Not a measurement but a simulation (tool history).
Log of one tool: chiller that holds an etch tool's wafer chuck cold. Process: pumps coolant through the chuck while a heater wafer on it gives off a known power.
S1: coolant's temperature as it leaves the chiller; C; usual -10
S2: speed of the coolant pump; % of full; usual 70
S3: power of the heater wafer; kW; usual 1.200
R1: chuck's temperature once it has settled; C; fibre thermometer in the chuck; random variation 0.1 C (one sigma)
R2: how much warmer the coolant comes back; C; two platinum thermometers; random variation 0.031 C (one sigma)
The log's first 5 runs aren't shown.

run   hour   S1  S2     S3    R1    R2
  6  151.5  -10  70  1.200   7.3  3.12
  7  168.6  -10  66  1.200   8.1  3.28
  8  194.2  -10  66  1.200   8.2  3.36
  9  228.8  -10  66  1.200   8.2  3.28
 10  252.3  -10  70  1.200   7.0  3.12
 11  285.9  -10  70  1.200   7.4  3.11
 12  319.5  -10  70  1.200   7.5  3.17
 13  350.3  -10  70  1.200   7.5  3.14
 14  369.0  -15  70  1.200   2.3  3.09
 15  406.9  -15  80  1.200   0.7  2.80
 16  448.3  -10  80  1.200   5.6  2.73
 17  480.6  -10  80  1.200   5.9  2.76
 18  502.7  -10  80  1.200   5.8  2.76
 19  541.7   -5  70  1.200  12.6  3.13
 20  575.3   -5  70  1.200  12.5  3.13
 21  596.8   -5  93  1.200   8.9  2.39
 22  623.5   -5  68  0.734   5.9  1.95
 23  654.2  -16  70  0.898  -2.7  2.33
 24  674.7  -16  70  0.898  -2.6  2.33
 25  711.8  -14  70  1.054   1.7  2.79
 26  750.7  -10  68  0.675   0.2  1.80
 27  788.5  -17  64  0.618  -7.2  1.79
 28  817.0  -17  93  1.021  -4.9  2.00
 29  849.1  -17  93  1.021  -5.1  2.09
 30  881.0  -17  70  1.200   1.0  3.16

4 ways to go on from here, each from the tool as it stands after run 30. What would each give?
  A  909.6   -6  93  1.200   ?   ?
  B  909.6  -17  70  1.072   ?   ?
  C  909.6    0  70  1.263   ?   ?
  D  909.6  -10  70  1.196   ?   ?

run    R1    R2
  A   8.2  2.36
  B  -1.1  2.84
  C  18.9  3.36
  D   7.9  3.15
Without the tool's hidden state the same runs would have given:
run    R1    R2
  A   6.6  2.26
  B  -2.9  2.73
  C  16.6  3.22
  D   5.8  3.02
